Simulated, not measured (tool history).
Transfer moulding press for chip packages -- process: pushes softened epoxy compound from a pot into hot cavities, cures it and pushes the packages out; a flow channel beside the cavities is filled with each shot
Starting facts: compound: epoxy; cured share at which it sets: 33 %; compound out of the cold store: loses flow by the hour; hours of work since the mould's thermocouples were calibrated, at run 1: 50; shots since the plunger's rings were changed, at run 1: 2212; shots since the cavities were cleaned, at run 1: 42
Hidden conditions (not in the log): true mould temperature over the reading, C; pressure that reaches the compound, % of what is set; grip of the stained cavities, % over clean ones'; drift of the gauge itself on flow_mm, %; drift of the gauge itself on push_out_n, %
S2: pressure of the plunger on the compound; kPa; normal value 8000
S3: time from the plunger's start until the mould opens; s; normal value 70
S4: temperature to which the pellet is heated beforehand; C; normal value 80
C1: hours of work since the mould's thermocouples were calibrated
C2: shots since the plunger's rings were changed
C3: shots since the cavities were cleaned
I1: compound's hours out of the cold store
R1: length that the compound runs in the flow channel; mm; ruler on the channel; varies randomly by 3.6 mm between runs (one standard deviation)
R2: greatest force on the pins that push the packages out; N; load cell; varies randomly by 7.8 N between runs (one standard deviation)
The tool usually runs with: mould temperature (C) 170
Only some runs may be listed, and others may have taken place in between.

run 1 day=0 | mould_temperature_(C)=170 S2=8000 S3=70 S4=80 | C1=50 C2=2212 C3=42 | I1=16.8 | R1=523 R2=346
run 2 day=0.329 | mould_temperature_(C)=170 S2=8000 S3=70 S4=80 | C1=54 C2=2313 C3=143 | I1=26.6 | R1=496 R2=334
run 3 day=0.638 | mould_temperature_(C)=170 S2=8000 S3=61 S4=80 | C1=58 C2=2408 C3=238 | I1=23.1 | R1=503 R2=493
run 4 day=1.388 | mould_temperature_(C)=170 S2=8000 S3=61 S4=80 | C1=66 C2=2636 C3=466 | I1=19.4 | R1=516 R2=525
run 5 day=1.896 | mould_temperature_(C)=170 S2=8000 S3=76 S4=80 | C1=72 C2=2791 C3=621 | I1=18 | R1=513 R2=285
run 6 day=2.321 | mould_temperature_(C)=170 S2=8000 S3=76 S4=80 | C1=77 C2=2922 C3=752 | I1=38.6 | R1=464 R2=261
run 7 day=2.633 | mould_temperature_(C)=170 S2=8000 S3=70 S4=84 | C1=81 C2=3016 C3=846 | I1=47.4 | R1=452 R2=315
run 8 day=3.112 | mould_temperature_(C)=170 S2=8000 S3=70 S4=84 | C1=86 C2=3163 C3=993 | I1=47 | R1=449 R2=293
-- day=3.642 cavities cleaned with cleaning compound and waxed
run 9 day=3.888 | mould_temperature_(C)=170 S2=8000 S3=70 S4=84 | C1=94 C2=3380 C3=74 | I1=33.5 | R1=482 R2=312
run 10 day=4.288 | mould_temperature_(C)=170 S2=8000 S3=70 S4=80 | C1=99 C2=3503 C3=197 | I1=48 | R1=451 R2=302
run 11 day=4.625 | mould_temperature_(C)=170 S2=8000 S3=70 S4=80 | C1=103 C2=3606 C3=300 | I1=37.8 | R1=467 R2=321
run 12 day=5.162 | mould_temperature_(C)=170 S2=8000 S3=70 S4=80 | C1=109 C2=3771 C3=465 | I1=8.7 | R1=545 R2=361
run 13 day=5.525 | mould_temperature_(C)=170 S2=8000 S3=70 S4=80 | C1=113 C2=3881 C3=575 | I1=25.7 | R1=498 R2=337
run 14 day=6.046 | mould_temperature_(C)=170 S2=8000 S3=70 S4=80 | C1=119 C2=4040 C3=734 | I1=28.4 | R1=489 R2=326
run 15 day=6.429 | mould_temperature_(C)=170 S2=8000 S3=70 S4=80 | C1=124 C2=4157 C3=851 | I1=30.8 | R1=484 R2=331
run 16 day=6.925 | mould_temperature_(C)=170 S2=8000 S3=70 S4=80 | C1=130 C2=4309 C3=1003 | I1=9.7 | R1=534 R2=357
-- day=7.412 cavities cleaned with cleaning compound and waxed
run 17 day=7.438 | mould_temperature_(C)=170 S2=7720 S3=70 S4=80 | C1=135 C2=4447 C3=9 | I1=17.3 | R1=511 R2=329
run 18 day=7.996 | mould_temperature_(C)=170 S2=9570 S3=99 S4=78 | C1=141 C2=4617 C3=179 | I1=29.6 | R1=534 R2=200
run 19 day=8.575 | mould_temperature_(C)=171 S2=8000 S3=70 S4=80 | C1=148 C2=4794 C3=356 | I1=20.3 | R1=516 R2=336
run 20 day=9.154 | mould_temperature_(C)=167 S2=8000 S3=60 S4=80 | C1=155 C2=4971 C3=533 | I1=31.9 | R1=487 R2=595
run 21 day=9.712 | mould_temperature_(C)=167 S2=8000 S3=64 S4=79 | C1=161 C2=5142 C3=704 | I1=23.7 | R1=504 R2=531
run 22 day=10.3 | mould_temperature_(C)=178 S2=9850 S3=85 S4=79 | C1=168 C2=5320 C3=882 | I1=11.6 | R1=580 R2=191
run 23 day=10.762 | mould_temperature_(C)=171 S2=8000 S3=70 S4=80 | C1=173 C2=5462 C3=1024 | I1=15.1 | R1=525 R2=331
-- day=11.146 cavities cleaned with cleaning compound and waxed
-- day=11.404 plunger's sealing rings changed
run 24 day=11.475 | mould_temperature_(C)=168 S2=7440 S3=57 S4=77 | C1=180 C2=22 C3=69 | I1=28.6 | R1=474 R2=650
run 25 day=11.904 | mould_temperature_(C)=164 S2=9320 S3=81 S4=87 | C1=184 C2=153 C3=200 | I1=9.7 | R1=581 R2=354
run 26 day=12.246 | mould_temperature_(C)=164 S2=9320 S3=81 S4=87 | C1=188 C2=257 C3=304 | I1=31.4 | R1=536 R2=316
run 27 day=12.771 | mould_temperature_(C)=176 S2=8000 S3=70 S4=78 | C1=195 C2=418 C3=465 | I1=33.5 | R1=477 R2=239
run 28 day=13.5 | mould_temperature_(C)=165 S2=8000 S3=70 S4=78 | C1=203 C2=640 C3=687 | I1=29.5 | R1=492 R2=447

What differs in the tool's unlogged condition from the final listed run ahead of each entry between runs to the first listed run following it?
Run 8 -> run 9: cavities cleaned with cleaning compound and waxed (day 3.642)
  true mould temperature over the reading, C: -0.01 -> 0; pressure that reaches the compound, % of what is set: 99.89 -> 99.88; grip of the stained cavities, % over clean ones': 1.1 -> 0.2
Run 16 -> run 17: cavities cleaned with cleaning compound and waxed (day 7.412)
  grip of the stained cavities, % over clean ones': 1.1 -> 0.1
Run 23 -> run 24: cavities cleaned with cleaning compound and waxed (day 11.146); plunger's sealing rings changed (day 11.404)
  pressure that reaches the compound, % of what is set: 99.82 -> 99.98; grip of the stained cavities, % over clean ones': 1.1 -> 0.2
